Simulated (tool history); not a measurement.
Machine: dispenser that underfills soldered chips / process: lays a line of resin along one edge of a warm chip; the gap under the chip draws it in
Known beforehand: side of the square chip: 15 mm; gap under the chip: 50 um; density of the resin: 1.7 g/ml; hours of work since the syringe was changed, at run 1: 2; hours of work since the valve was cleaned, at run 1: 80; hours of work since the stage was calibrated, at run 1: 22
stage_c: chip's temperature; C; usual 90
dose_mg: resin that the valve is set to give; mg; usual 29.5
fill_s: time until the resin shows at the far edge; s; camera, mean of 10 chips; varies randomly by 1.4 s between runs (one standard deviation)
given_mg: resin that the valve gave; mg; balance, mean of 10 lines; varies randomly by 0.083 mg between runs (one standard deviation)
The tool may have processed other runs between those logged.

run,hour,stage_c,dose_mg,hours of work since the syringe was changed,hours of work since the valve was cleaned,hours of work since the stage was calibrated,fill_s,given_mg
1,0,90,29.5,2,80,22,157.4,28
2,10.3,90,29.5,9,86,28,259.2,27.9
# hour 14.6: new syringe of resin
# hour 15.6: dispensing valve cleaned and set on the balance
3,21.3,90,29.5,3,3,34,172.2,29.47
4,29.5,90,29.5,8,8,39,251.8,29.35
# hour 34.2: new syringe of resin
5,37.2,90,29.5,2,13,44,154.2,29.49
6,46.1,93,29.5,7,18,49,211.8,29.36
7,51.1,93,29.5,10,21,52,264.6,29.14
# hour 53.2: new syringe of resin
8,61.9,93,29.5,5,28,58,181,29.02
9,68.5,93,29.5,9,32,62,245.5,29
# hour 72: new syringe of resin
10,76.4,93,29.5,3,36,67,148.2,29
11,81,93,29.5,5,39,70,182.8,28.89
12,87.5,93,29.5,9,43,74,247.9,28.83
# hour 91.2: new syringe of resin
13,93.7,93,29.5,1,47,77,134.9,28.71
14,102.3,77,29.5,7,52,83,342.3,28.58
# hour 109.8: new syringe of resin
15,112.3,77,29.5,2,58,88,229,28.71
16,119.6,77,29.5,6,62,93,326.7,28.49
17,125.2,77,29.5,9,65,96,420.4,28.68
# hour 128.3: new syringe of resin
18,134.5,77,29.5,4,71,102,273.9,28.47
19,143.6,84,27.2,9,76,107,335.4,26.04
# hour 147.3: new syringe of resin
20,150.3,84,27.2,2,80,111,189,26.02
21,155.8,77,30.9,5,84,114,303,29.43
22,161.4,104,29.9,9,87,118,165.8,28.43
# hour 165.3: dispensing valve cleaned and set on the balance
# hour 167.2: new syringe of resin
23,170.1,104,29.9,2,3,122,98.5,29.81
24,180.6,104,29.9,8,9,129,159.5,29.66
# hour 185.7: new syringe of resin
25,191.3,90,36.7,3,15,135,170,36.44
26,201.7,90,36.7,10,22,141,274.8,36.38
# hour 204.2: new syringe of resin
27,207.5,97,32.7,2,25,145,124.1,32.26
28,218,97,32.7,8,31,151,206.2,32.33
# hour 222.7: new syringe of resin
29,224.5,77,28.8,1,35,155,225.6,28.19
30,230.4,94,30.2,5,39,158,169.5,29.61
31,238.7,94,30.2,10,44,163,251.4,29.4
# hour 241.6: new syringe of resin
32,248,85,30,4,49,169,210.2,29.19
33,256.9,90,33.4,9,55,174,263.8,32.4
# hour 260.8: new syringe of resin
34,262.5,90,33.4,1,58,177,144.7,32.44
35,272.4,101,29.5,7,64,183,162.4,28.51

Predict each of these 3 candidate next runs independently; none follows another, all start after run 35:
# hour 279.5: new syringe of resin
A,282.2,99,25.2,2,70,189,?,?
# hour 279.5: new syringe of resin
B,282.2,95,33.5,2,70,189,?,?
# hour 279.5: new syringe of resin
C,282.2,90,37.1,2,70,189,?,?

run,fill_s,given_mg
A,117.4,24.32
B,126.2,32.23
C,145.5,35.63
Take away the tool's hidden state, keep each run's random variation, and the runs would have read:
run,fill_s,given_mg
A,103.5,25.23
B,112.3,33.44
C,129.7,36.96
